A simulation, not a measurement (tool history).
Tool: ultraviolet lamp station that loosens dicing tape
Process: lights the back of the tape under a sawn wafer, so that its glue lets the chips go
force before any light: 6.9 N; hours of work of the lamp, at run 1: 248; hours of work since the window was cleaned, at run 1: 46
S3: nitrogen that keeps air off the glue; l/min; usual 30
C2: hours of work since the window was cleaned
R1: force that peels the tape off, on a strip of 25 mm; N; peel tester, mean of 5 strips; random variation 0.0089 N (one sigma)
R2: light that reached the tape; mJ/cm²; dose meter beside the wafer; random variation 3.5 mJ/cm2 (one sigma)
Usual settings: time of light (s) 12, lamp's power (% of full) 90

Run 1, hour 0: usual settings; hours of work of the lamp 248; C2 46. Result: R1 0.463 N, R2 510 mJ/cm².
Run 2, hour 7.1: usual settings but time of light (s) 19; hours of work of the lamp 251; C2 49. Result: R1 0.261 N, R2 807 mJ/cm².
Run 3, hour 15.7: usual settings but time of light (s) 19; hours of work of the lamp 254; C2 53. Result: R1 0.267 N, R2 805 mJ/cm².
Run 4, hour 23.4: usual settings but time of light (s) 19; hours of work of the lamp 258; C2 56. Result: R1 0.254 N, R2 804 mJ/cm².
Run 5, hour 36.7: usual settings but time of light (s) 19; hours of work of the lamp 263; C2 62. Result: R1 0.261 N, R2 800 mJ/cm².
Run 6, hour 49.4: usual settings but lamp's power (% of full) 75; hours of work of the lamp 269; C2 67. Result: R1 0.62 N, R2 419 mJ/cm².
Run 7, hour 58.3: usual settings but time of light (s) 9, lamp's power (% of full) 75; hours of work of the lamp 273; C2 71. Result: R1 1.013 N, R2 313 mJ/cm².
Run 8, hour 68.7: usual settings but time of light (s) 7, lamp's power (% of full) 75; hours of work of the lamp 277; C2 76. Result: R1 1.491 N, R2 243 mJ/cm².
Run 9, hour 85.5: usual settings but time of light (s) 7, lamp's power (% of full) 75; hours of work of the lamp 284; C2 83. Result: R1 1.448 N, R2 238 mJ/cm².
Run 10, hour 96.2: usual settings but time of light (s) 7; hours of work of the lamp 289; C2 88. Result: R1 1.141 N, R2 285 mJ/cm².
Run 11, hour 103.1: usual settings; hours of work of the lamp 292; C2 90. Result: R1 0.457 N, R2 491 mJ/cm².
Run 12, hour 119.3: usual settings; hours of work of the lamp 299; C2 97. Result: R1 0.454 N, R2 491 mJ/cm².
Run 13, hour 130.9: usual settings but lamp's power (% of full) 64; hours of work of the lamp 304; C2 102. Result: R1 0.86 N, R2 348 mJ/cm².
Run 14, hour 142.2: usual settings but lamp's power (% of full) 64; hours of work of the lamp 309; C2 107. Result: R1 0.845 N, R2 346 mJ/cm².
Run 15, hour 154.6: usual settings but lamp's power (% of full) 64, S3 31 l/min; hours of work of the lamp 314; C2 113. Result: R1 0.848 N, R2 338 mJ/cm².
Run 16, hour 166.4: usual settings but lamp's power (% of full) 73; hours of work of the lamp 319; C2 118. Result: R1 0.685 N, R2 390 mJ/cm².
Run 17, hour 173.9: usual settings but lamp's power (% of full) 73; hours of work of the lamp 322; C2 121. Result: R1 0.678 N, R2 389 mJ/cm².
Run 18, hour 189.9: usual settings but lamp's power (% of full) 73; hours of work of the lamp 329; C2 128. Result: R1 0.696 N, R2 388 mJ/cm².
Run 19, hour 202: usual settings; hours of work of the lamp 334; C2 133. Result: R1 0.481 N, R2 481 mJ/cm².
Run 20, hour 216.4: usual settings; hours of work of the lamp 341; C2 139. Result: R1 0.49 N, R2 483 mJ/cm².
Run 21, hour 227.5: usual settings; hours of work of the lamp 345; C2 144. Result: R1 0.482 N, R2 482 mJ/cm².
Run 22, hour 243.8: usual settings; hours of work of the lamp 352; C2 151. Result: R1 0.496 N, R2 476 mJ/cm².
Run 23, hour 260.2: usual settings but lamp's power (% of full) 86, S3 14 l/min; hours of work of the lamp 359; C2 158. Result: R1 0.884 N, R2 450 mJ/cm².
Run 24, hour 274: usual settings but lamp's power (% of full) 86, S3 14 l/min; hours of work of the lamp 365; C2 164. Result: R1 0.823 N, R2 447 mJ/cm².
Run 25, hour 290.7: usual settings but lamp's power (% of full) 86, S3 14 l/min; hours of work of the lamp 372; C2 171. Result: R1 0.85 N, R2 448 mJ/cm².
Run 26, hour 298.5: usual settings but time of light (s) 16, S3 43 l/min; hours of work of the lamp 376; C2 174. Result: R1 0.285 N, R2 632 mJ/cm².
Run 27, hour 305.6: usual settings but time of light (s) 16, S3 43 l/min; hours of work of the lamp 379; C2 177. Result: R1 0.3 N, R2 627 mJ/cm².
Run 28, hour 313.5: usual settings but time of light (s) 16, S3 41 l/min; hours of work of the lamp 382; C2 181. Result: R1 0.294 N, R2 623 mJ/cm².
Run 29, hour 325.6: usual settings but time of light (s) 9, lamp's power (% of full) 97, S3 52 l/min; hours of work of the lamp 387; C2 186. Result: R1 0.561 N, R2 376 mJ/cm².
Run 30, hour 336.2: usual settings but time of light (s) 15, lamp's power (% of full) 93, S3 54 l/min; hours of work of the lamp 392; C2 191. Result: R1 0.294 N, R2 608 mJ/cm².
Run 31, hour 348.5: usual settings but time of light (s) 13, lamp's power (% of full) 81; hours of work of the lamp 397; C2 196. Result: R1 0.54 N, R2 455 mJ/cm².
Run 32, hour 362.7: usual settings but time of light (s) 7, lamp's power (% of full) 74; hours of work of the lamp 403; C2 202. Result: R1 1.703 N, R2 222 mJ/cm².
Run 33, hour 376.1: usual settings but time of light (s) 7, lamp's power (% of full) 74; hours of work of the lamp 409; C2 208. Result: R1 1.631 N, R2 220 mJ/cm².
Run 34, hour 386.8: usual settings but time of light (s) 20, lamp's power (% of full) 67; hours of work of the lamp 414; C2 212. Result: R1 0.364 N, R2 567 mJ/cm².
Run 35, hour 396.6: usual settings but time of light (s) 21, lamp's power (% of full) 86; hours of work of the lamp 418; C2 216. Result: R1 0.269 N, R2 765 mJ/cm².
Run 36, hour 404.4: usual settings but time of light (s) 21, lamp's power (% of full) 64, S3 13 l/min; hours of work of the lamp 421; C2 220. Result: R1 0.611 N, R2 573 mJ/cm².
Run 37, hour 419.1: usual settings but time of light (s) 8, lamp's power (% of full) 94; hours of work of the lamp 428; C2 226. Result: R1 0.967 N, R2 319 mJ/cm².
Run 38, hour 432.6: usual settings but time of light (s) 8, lamp's power (% of full) 94; hours of work of the lamp 433; C2 232. Result: R1 1.006 N, R2 314 mJ/cm².
Run 39, hour 443.7: usual settings but time of light (s) 8, lamp's power (% of full) 94; hours of work of the lamp 438; C2 237. Result: R1 1.017 N, R2 314 mJ/cm².
Run 40, hour 458.4: usual settings but time of light (s) 8, lamp's power (% of full) 94; hours of work of the lamp 444; C2 243. Result: R1 1.009 N, R2 315 mJ/cm².
Run 41, hour 474.1: usual settings but time of light (s) 8, lamp's power (% of full) 71, S3 19 l/min; hours of work of the lamp 451; C2 250. Result: R1 1.883 N, R2 234 mJ/cm².
Run 42, hour 482.1: usual settings but time of light (s) 8, lamp's power (% of full) 71, S3 19 l/min; hours of work of the lamp 455; C2 253. Result: R1 1.933 N, R2 229 mJ/cm².
Run 43, hour 497.6: usual settings but time of light (s) 8, lamp's power (% of full) 71, S3 19 l/min; hours of work of the lamp 461; C2 260. Result: R1 1.937 N, R2 235 mJ/cm².

Some steps in R1 between neighbouring runs. How much of each would the tool show without its hidden state too (settings, what came in, random variation), and how much is left for the hidden state, with any gauge scatter that isn't in both results?
The hidden state here: lamp's light, % of a new lamp's; light that the window lets through, % of a clean one's; drift of the gauge itself on peel_n, %; drift of the gauge itself on dose_mj_cm2, %.
Run 25 -> 26: time of light (s) 12 -> 16, lamp's power (% of full) 86 -> 90, S3 14 -> 43. R1 -0.565 N: hidden state -0.217, all else -0.348.
Run 31 -> 32: time of light (s) 13 -> 7, lamp's power (% of full) 81 -> 74. R1 +1.163 N: hidden state +0.301, all else +0.862.
Run 33 -> 34: time of light (s) 7 -> 20, lamp's power (% of full) 74 -> 67. R1 -1.267 N: hidden state -0.365, all else -0.902.
Run 40 -> 41: lamp's power (% of full) 94 -> 71, S3 30 -> 19. R1 +0.874 N: hidden state +0.189, all else +0.685.

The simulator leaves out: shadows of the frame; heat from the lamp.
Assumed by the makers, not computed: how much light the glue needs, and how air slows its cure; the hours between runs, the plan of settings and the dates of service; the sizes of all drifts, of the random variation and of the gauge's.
